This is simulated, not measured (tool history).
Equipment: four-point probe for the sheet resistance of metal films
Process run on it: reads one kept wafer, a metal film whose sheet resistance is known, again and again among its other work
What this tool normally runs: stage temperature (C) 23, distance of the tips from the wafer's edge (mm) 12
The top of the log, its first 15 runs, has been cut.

run,hour,stage temperature (C),distance of the tips from the wafer's edge (mm),touches since the probe head was changed,hours of work since the stage's thermometer was calibrated,sheet resistance as the instrument gives it (ohm/square)
16,1086,25,64,141322,2436,14.108755
17,1142.5,25,64,144305,2470,14.112926
18,1226,27,23,148711,2520,14.128619
19,1286.4,20,15,151897,2556,14.123339
20,1351.3,24,5,155320,2595,14.399915
# hour 1415.2: new probe head fitted
21,1450.9,24,5,1885,2654,14.400183
22,1514.2,24,50,5228,2692,14.108248
23,1573.8,22,32,8369,2728,14.10249
24,1616.8,21,5,10641,2754,14.382556
# hour 1698.9: stage's thermometer calibrated
25,1700,21,11,15007,1,14.147141
26,1743.9,21,11,17320,27,14.149674
27,1811.5,35,15,20891,68,14.177424
28,1867.7,18,70,23856,101,14.073588
29,1936.9,18,4,27507,143,14.533939
30,2035.7,33,11,32720,202,14.20093
31,2104.6,22,12,36359,243,14.149215
32,2194.7,22,12,41114,298,14.144593
33,2254,19,15,44241,333,14.11419

Forecast each of these 5 alternatives for the next run:
A,2332.4,24,25,48379,380,?
B,2332.4,19,20,48379,380,?
C,2332.4,19,25,48379,380,?
D,2332.4,22,4,48379,380,?
E,2332.4,28,6,48379,380,?

run,sheet resistance as the instrument gives it (ohm/square)
A,14.115913
B,14.099871
C,14.091765
D,14.554777
E,14.326421
Without the tool's hidden state the same runs would have given:
run,sheet resistance as the instrument gives it (ohm/square)
A,14.1141
B,14.098068
C,14.089962
D,14.552917
E,14.324579
